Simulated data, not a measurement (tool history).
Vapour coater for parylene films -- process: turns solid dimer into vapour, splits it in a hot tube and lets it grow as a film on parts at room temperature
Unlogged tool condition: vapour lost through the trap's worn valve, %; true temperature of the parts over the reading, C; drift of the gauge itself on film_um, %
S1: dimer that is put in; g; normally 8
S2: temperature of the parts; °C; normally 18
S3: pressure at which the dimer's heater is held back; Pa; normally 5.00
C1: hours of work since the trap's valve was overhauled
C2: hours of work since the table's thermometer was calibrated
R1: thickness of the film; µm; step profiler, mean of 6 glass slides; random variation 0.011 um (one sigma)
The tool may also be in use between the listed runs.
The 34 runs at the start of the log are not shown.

run,hour,S1,S2,S3,C1,C2,R1
35,1887.1,9,18,6.28,565,568,1.93
# hour 1926.4: trap's valve overhauled
36,1939.0,9,26,3.78,8,598,1.78
37,2009.9,3,16,9.94,52,641,0.69
38,2078.7,8,18,5.00,94,684,1.84
39,2141.7,8,23,5.40,133,723,1.63
40,2194.3,11,23,5.00,166,755,2.24
41,2254.2,6,24,5.00,203,792,1.18
42,2319.1,6,24,5.00,243,833,1.17
43,2385.6,4,12,11.77,284,874,0.99
44,2434.1,5,12,2.61,314,904,1.32

4 ways to go on from here, each from the tool as it stands after run 44. What would each give?
A,2490.6,13,19,9.13,349,939,?
B,2490.6,6,12,9.94,349,939,?
C,2490.6,5,17,2.11,349,939,?
D,2490.6,4,12,2.57,349,939,?

run,R1
A,2.74
B,1.49
C,1.20
D,1.06
Stripped of hidden state, with their random variation kept, the same runs would have yielded:
run,R1
A,2.84
B,1.54
C,1.24
D,1.09

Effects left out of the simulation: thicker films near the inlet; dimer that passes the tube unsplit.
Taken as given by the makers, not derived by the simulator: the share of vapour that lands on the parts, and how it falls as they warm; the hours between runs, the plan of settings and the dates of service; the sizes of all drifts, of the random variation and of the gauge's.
